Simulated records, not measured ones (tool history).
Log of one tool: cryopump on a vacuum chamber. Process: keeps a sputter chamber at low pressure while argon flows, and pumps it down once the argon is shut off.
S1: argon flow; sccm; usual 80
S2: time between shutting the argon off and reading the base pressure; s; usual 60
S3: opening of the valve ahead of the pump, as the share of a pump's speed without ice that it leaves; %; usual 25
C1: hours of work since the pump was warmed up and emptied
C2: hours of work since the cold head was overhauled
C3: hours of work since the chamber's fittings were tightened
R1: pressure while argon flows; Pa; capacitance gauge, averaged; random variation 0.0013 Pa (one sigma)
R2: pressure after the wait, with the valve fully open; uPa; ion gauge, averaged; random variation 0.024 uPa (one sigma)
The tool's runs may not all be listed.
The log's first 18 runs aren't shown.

At hour 1440.4: pump warmed up, emptied and cooled again.
Run 19, hour 1537.3: usual settings but S1 56 sccm, S2 115 s; C1 77; C2 3563; C3 1762. Result: R1 0.2096 Pa, R2 1.29 uPa.
Run 20, hour 1655.0: usual settings but S1 88 sccm, S3 29 %; C1 171; C2 3657; C3 1856. Result: R1 0.2868 Pa, R2 1.68 uPa.
At hour 1718.6: leaking fittings of the chamber tightened, without venting.
Run 21, hour 1778.6: usual settings but S1 88 sccm, S3 29 %; C1 268; C2 3754; C3 48. Result: R1 0.2897 Pa, R2 0.95 uPa.
Run 22, hour 1904.8: usual settings but S1 88 sccm, S3 29 %; C1 368; C2 3854; C3 148. Result: R1 0.2920 Pa, R2 1.00 uPa.
Run 23, hour 1970.6: usual settings but S1 88 sccm, S3 29 %; C1 420; C2 3906; C3 201. Result: R1 0.2925 Pa, R2 1.07 uPa.
Run 24, hour 2068.3: usual settings but S1 76 sccm, S2 22 s, S3 31 %; C1 498; C2 3984; C3 278. Result: R1 0.2392 Pa, R2 2.43 uPa.
Run 25, hour 2158.0: usual settings but S1 76 sccm, S2 22 s, S3 31 %; C1 570; C2 4056; C3 350. Result: R1 0.2421 Pa, R2 2.49 uPa.
Run 26, hour 2260.8: usual settings but S1 76 sccm, S2 22 s, S3 31 %; C1 651; C2 4137; C3 432. Result: R1 0.2422 Pa, R2 2.48 uPa.
Run 27, hour 2379.2: usual settings but S1 160 sccm, S2 271 s, S3 27 %; C1 746; C2 4232; C3 526. Result: R1 0.5901 Pa, R2 0.68 uPa.
Run 28, hour 2446.3: usual settings but S1 49 sccm, S2 30 s, S3 28 %; C1 799; C2 4285; C3 579. Result: R1 0.1754 Pa, R2 2.00 uPa.
At hour 2508.9: pump warmed up, emptied and cooled again.
Run 29, hour 2521.6: usual settings but S1 60 sccm, S3 16 %; C1 10; C2 4341; C3 635. Result: R1 0.3483 Pa, R2 1.20 uPa.
Run 30, hour 2582.6: usual settings but S1 60 sccm, S2 27 s, S3 16 %; C1 59; C2 4390; C3 684. Result: R1 0.3485 Pa, R2 2.18 uPa.
Run 31, hour 2688.0: usual settings but S1 60 sccm, S2 21 s, S3 26 %; C1 143; C2 4474; C3 768. Result: R1 0.2170 Pa, R2 2.67 uPa.
Run 32, hour 2775.9: usual settings but S1 38 sccm; C1 213; C2 4544; C3 838. Result: R1 0.1436 Pa, R2 1.25 uPa.
Run 33, hour 2853.5: usual settings but S1 38 sccm, S2 271 s; C1 274; C2 4605; C3 899. Result: R1 0.1439 Pa, R2 0.77 uPa.
Run 34, hour 2978.6: usual settings but S1 38 sccm, S2 271 s; C1 374; C2 4705; C3 999. Result: R1 0.1457 Pa, R2 0.79 uPa.

Forecast each of these 3 alternatives for the next run:
Run A, hour 3037.0: usual settings but S1 38 sccm, S2 271 s, S3 52 %; C1 420; C2 4751; C3 1045. Result: R1 ?, R2 ?.
Run B, hour 3037.0: usual settings but S1 47 sccm, S2 200 s, S3 38 %; C1 420; C2 4751; C3 1045. Result: R1 ?, R2 ?.
Run C, hour 3037.0: usual settings but S1 32 sccm, S2 38 s, S3 37 %; C1 420; C2 4751; C3 1045. Result: R1 ?, R2 ?.

run      R1    R2
  A  0.0743  0.86
  B  0.1222  0.90
  C  0.0843  1.90
Without the tool's hidden state the same runs would have given:
run      R1    R2
  A  0.0677  0.37
  B  0.1140  0.40
  C  0.0788  1.39

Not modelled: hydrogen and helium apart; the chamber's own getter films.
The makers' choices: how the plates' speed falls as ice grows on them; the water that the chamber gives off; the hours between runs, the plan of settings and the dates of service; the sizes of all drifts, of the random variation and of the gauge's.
